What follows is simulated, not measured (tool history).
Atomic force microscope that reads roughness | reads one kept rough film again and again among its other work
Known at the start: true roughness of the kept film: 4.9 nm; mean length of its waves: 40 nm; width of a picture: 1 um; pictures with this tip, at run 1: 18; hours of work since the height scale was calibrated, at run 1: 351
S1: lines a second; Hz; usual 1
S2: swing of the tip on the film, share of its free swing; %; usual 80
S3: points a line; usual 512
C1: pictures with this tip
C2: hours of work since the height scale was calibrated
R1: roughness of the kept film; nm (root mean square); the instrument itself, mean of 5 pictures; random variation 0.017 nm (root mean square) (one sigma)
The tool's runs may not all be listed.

{"run": 1, "day": 0.0, "S1": 1, "S2": 80, "S3": 512, "C1": 18, "C2": 351, "R1": 4.159}
{"run": 2, "day": 0.612, "S1": 1.01, "S2": 80, "S3": 512, "C1": 34, "C2": 360, "R1": 4.098}
{"run": 3, "day": 1.142, "S1": 1.01, "S2": 80, "S3": 579, "C1": 47, "C2": 368, "R1": 4.059}
{"run": 4, "day": 1.471, "S1": 1.01, "S2": 80, "S3": 579, "C1": 56, "C2": 373, "R1": 4.063}
{"run": 5, "day": 2.054, "S1": 1.01, "S2": 80, "S3": 579, "C1": 71, "C2": 382, "R1": 4.038}
{"run": 6, "day": 2.446, "S1": 1.01, "S2": 80, "S3": 579, "C1": 81, "C2": 387, "R1": 4.005}
{"run": 7, "day": 2.762, "S1": 1.23, "S2": 80, "S3": 579, "C1": 89, "C2": 392, "R1": 3.924}
{"run": 8, "day": 3.096, "S1": 1.23, "S2": 80, "S3": 579, "C1": 98, "C2": 397, "R1": 3.891}
{"run": 9, "day": 3.588, "S1": 1, "S2": 80, "S3": 675, "C1": 111, "C2": 405, "R1": 3.941}
{"run": 10, "day": 4.162, "S1": 1, "S2": 80, "S3": 675, "C1": 126, "C2": 413, "R1": 3.943}
{"run": 11, "day": 4.683, "S1": 1, "S2": 80, "S3": 675, "C1": 139, "C2": 421, "R1": 3.879}
{"run": 12, "day": 5.046, "S1": 1, "S2": 85, "S3": 512, "C1": 149, "C2": 426, "R1": 3.775}
{"run": 13, "day": 5.538, "S1": 1, "S2": 80, "S3": 512, "C1": 161, "C2": 434, "R1": 3.855}
{"run": 14, "day": 6.083, "S1": 1, "S2": 80, "S3": 512, "C1": 176, "C2": 442, "R1": 3.809}
{"run": 15, "day": 6.538, "S1": 1, "S2": 80, "S3": 417, "C1": 187, "C2": 449, "R1": 3.795}
{"run": 16, "day": 7.008, "S1": 1, "S2": 80, "S3": 417, "C1": 200, "C2": 456, "R1": 3.813}
{"run": 17, "day": 7.358, "S1": 2.09, "S2": 80, "S3": 512, "C1": 209, "C2": 461, "R1": 3.416}
{"run": 18, "day": 7.833, "S1": 2.09, "S2": 80, "S3": 512, "C1": 221, "C2": 468, "R1": 3.407}
{"run": 19, "day": 8.325, "S1": 0.59, "S2": 57, "S3": 512, "C1": 234, "C2": 476, "R1": 4.017}
{"run": 20, "day": 8.608, "S1": 2.31, "S2": 83, "S3": 1008, "C1": 241, "C2": 480, "R1": 3.239}
{"run": 21, "day": 9.167, "S1": 1.85, "S2": 82, "S3": 473, "C1": 256, "C2": 488, "R1": 3.35}
{"run": 22, "day": 9.7, "S1": 1, "S2": 73, "S3": 1018, "C1": 269, "C2": 496, "R1": 3.758}
{"run": 23, "day": 10.117, "S1": 1, "S2": 80, "S3": 680, "C1": 280, "C2": 503, "R1": 3.62}
{"run": 24, "day": 10.421, "S1": 1, "S2": 80, "S3": 680, "C1": 288, "C2": 507, "R1": 3.579}
{"run": 25, "day": 10.875, "S1": 3.93, "S2": 71, "S3": 680, "C1": 300, "C2": 514, "R1": 3.189}
{"run": 26, "day": 11.2, "S1": 0.95, "S2": 65, "S3": 680, "C1": 308, "C2": 519, "R1": 3.785}
{"run": 27, "day": 11.596, "S1": 2.71, "S2": 77, "S3": 866, "C1": 319, "C2": 525, "R1": 3.204}
{"run": 28, "day": 11.979, "S1": 2.71, "S2": 59, "S3": 362, "C1": 328, "C2": 530, "R1": 3.594}
{"run": 29, "day": 12.396, "S1": 2.71, "S2": 59, "S3": 333, "C1": 339, "C2": 537, "R1": 3.565}
{"run": 30, "day": 12.804, "S1": 3.67, "S2": 59, "S3": 333, "C1": 350, "C2": 543, "R1": 3.47}
{"run": 31, "day": 13.175, "S1": 0.56, "S2": 80, "S3": 700, "C1": 360, "C2": 548, "R1": 3.652}
{"run": 32, "day": 13.658, "S1": 0.74, "S2": 60, "S3": 335, "C1": 372, "C2": 556, "R1": 3.723}

The next listed run, before its measurement:
{"day": 13.821, "done": "new tip fitted"}
{"run": 33, "day": 14.204, "S1": 1.97, "S2": 80, "S3": 555, "C1": 10, "C2": 564, "R1": "?"}

Run 33 gave R1 3.858 nm (root mean square).
Without the tool's hidden state the same run would have given R1 3.89 nm (root mean square).
